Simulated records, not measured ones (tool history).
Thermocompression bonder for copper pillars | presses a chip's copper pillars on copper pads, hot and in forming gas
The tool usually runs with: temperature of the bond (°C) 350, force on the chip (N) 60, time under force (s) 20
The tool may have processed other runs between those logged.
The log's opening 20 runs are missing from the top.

run,hour,temperature of the bond (°C),force on the chip (N),time under force (s),force that shears a chip off (N)
21,390.2,350,60,20,79
22,404.3,350,60,20,80.3
# hour 416.4: forming gas filter changed
23,426.4,350,60,20,83.7
24,443,350,60,20,83.9
25,469.2,354,68,28,100.7
26,487.7,354,68,28,100.6
27,510,350,60,10,65.9
28,531.3,331,73,20,79.5
29,545.3,331,73,20,79.4
30,568.2,350,36,20,61.3
31,587.6,350,37,15,56.1
32,601.6,350,37,16,57.6
33,618.4,350,69,16,82.7
34,644.7,371,74,46,123.8
35,663.2,343,48,35,81.9
36,679.9,343,48,35,82.5
37,696.8,329,86,12,72.5
38,713.4,329,86,12,72.2
39,740.5,341,58,44,95.8
40,754,339,58,21,75.3
41,775.6,370,37,20,72.7

Here are 3 independent what-if runs from the current tool condition. What would each one return?
A,797.5,329,60,14,?
B,797.5,364,78,29,?
C,797.5,376,37,49,?

run,force that shears a chip off (N)
A,60.7
B,110.6
C,99.9
Stripped of hidden state, with their random variation kept, the same runs would have yielded:
run,force that shears a chip off (N)
A,59.1
B,110.3
C,99.2
